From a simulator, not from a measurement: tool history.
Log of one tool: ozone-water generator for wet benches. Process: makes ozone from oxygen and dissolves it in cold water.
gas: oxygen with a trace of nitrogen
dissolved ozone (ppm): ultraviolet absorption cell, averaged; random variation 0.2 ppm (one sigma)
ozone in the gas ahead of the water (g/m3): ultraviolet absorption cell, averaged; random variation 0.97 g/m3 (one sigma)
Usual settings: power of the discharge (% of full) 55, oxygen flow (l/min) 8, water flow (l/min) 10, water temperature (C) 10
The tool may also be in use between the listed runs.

| run | hour | power of the discharge (% of full) | oxygen flow (l/min) | water flow (l/min) | water temperature (C) | dissolved ozone (ppm) | ozone in the gas ahead of the water (g/m3) |
|---|---|---|---|---|---|---|---|
| 1 | 0 | 55 | 8 | 10 | 10 | 22.8 | 145.9 |
|  | 71.8 | contactor cleaned |
| 2 | 179.7 | 55 | 8 | 10 | 10 | 25.5 | 144.2 |
| 3 | 308.7 | 55 | 8 | 12 | 10 | 23 | 145.5 |
| 4 | 522.3 | 99 | 8 | 10 | 10 | 40.6 | 226.6 |
| 5 | 737 | 99 | 8 | 10 | 10 | 40.1 | 225.4 |
| 6 | 838.4 | 55 | 5.63 | 10 | 10 | 27 | 175.1 |
| 7 | 982.1 | 55 | 5.63 | 10 | 10 | 27 | 174.7 |
| 8 | 1092 | 55 | 9.41 | 10 | 10 | 24.2 | 129.8 |
| 9 | 1298.9 | 55 | 8 | 15 | 10 | 19.9 | 143 |
| 10 | 1520.4 | 55 | 8 | 16 | 10 | 18.7 | 142.1 |
| 11 | 1677.1 | 63 | 8 | 10 | 10 | 27.3 | 156.4 |
| 12 | 1847.8 | 63 | 8 | 10 | 10 | 27.1 | 154 |
| 13 | 2047.5 | 55 | 8 | 10 | 10 | 24.5 | 140.9 |
| 14 | 2197.6 | 55 | 8 | 10 | 10 | 24.1 | 139.5 |
|  | 2267.4 | water thermometer calibrated |
| 15 | 2376.5 | 55 | 8 | 10 | 10 | 24.1 | 140.1 |
| 16 | 2545 | 55 | 8 | 10 | 10 | 24.1 | 139.2 |
| 17 | 2709.2 | 55 | 8 | 10 | 10 | 23.6 | 137.7 |
| 18 | 2869.8 | 55 | 8 | 8 | 10 | 26.4 | 137.8 |
| 19 | 2997.2 | 45 | 13.8 | 7 | 7 | 21.4 | 86 |
| 20 | 3136.6 | 69 | 8 | 10 | 10 | 27.6 | 160.8 |
| 21 | 3313.6 | 55 | 11.05 | 10 | 6 | 23.5 | 111.9 |
| 22 | 3485.3 | 57 | 7.43 | 10 | 8 | 25.4 | 146.3 |
| 23 | 3612.1 | 57 | 7.43 | 14 | 10 | 19.9 | 146.7 |
| 24 | 3825.7 | 47 | 6.56 | 12 | 12 | 18.6 | 133.9 |
| 25 | 4005.3 | 41 | 6.56 | 13 | 15 | 15.3 | 123.5 |
| 26 | 4183.2 | 83 | 4.51 | 10 | 10 | 33.5 | 249.7 |
| 27 | 4285 | 96 | 4.51 | 7 | 10 | 46.5 | 278.1 |
| 28 | 4399.9 | 96 | 13.81 | 7 | 10 | 33.1 | 144.4 |
| 29 | 4569.1 | 55 | 4.07 | 11 | 10 | 23.4 | 195 |
| 30 | 4734.8 | 55 | 4.07 | 11 | 10 | 23.2 | 194.7 |
| 31 | 4869.4 | 55 | 8 | 15 | 17 | 15.2 | 130.6 |
| 32 | 4998.7 | 55 | 8 | 15 | 17 | 15.5 | 131.5 |
| 33 | 5195.4 | 55 | 8 | 15 | 17 | 15.4 | 129.5 |

Some steps in dissolved ozone (ppm) between neighbouring runs. How much of each would the tool show without its hidden state too (settings, what came in, random variation), and how much is left for the hidden state, with any gauge scatter that isn't in both results?
The hidden state here: yield of the discharge, % of new electrodes'; contactor's efficiency, % of a clean one's; true water temperature over the reading, C; drift of the gauge itself on ozone_ppm, %; drift of the gauge itself on gas_g_m3, %.
Run 3 -> 4: power of the discharge (% of full) 55 -> 99, water flow (l/min) 12 -> 10. dissolved ozone (ppm) +17.6: hidden state -7.6, all else +25.2.
Run 25 -> 26: power of the discharge (% of full) 41 -> 83, oxygen flow (l/min) 6.56 -> 4.51, water flow (l/min) 13 -> 10, water temperature (C) 15 -> 10. dissolved ozone (ppm) +18.2: hidden state -11, all else +29.2.
Run 26 -> 27: power of the discharge (% of full) 83 -> 96, water flow (l/min) 10 -> 7. dissolved ozone (ppm) +13: hidden state -7.7, all else +20.7.
Run 27 -> 28: oxygen flow (l/min) 4.51 -> 13.81. dissolved ozone (ppm) -13.4: hidden state +6, all else -19.4.
Run 28 -> 29: power of the discharge (% of full) 96 -> 55, oxygen flow (l/min) 13.81 -> 4.07, water flow (l/min) 7 -> 11. dissolved ozone (ppm) -9.7: hidden state +8.5, all else -18.2.
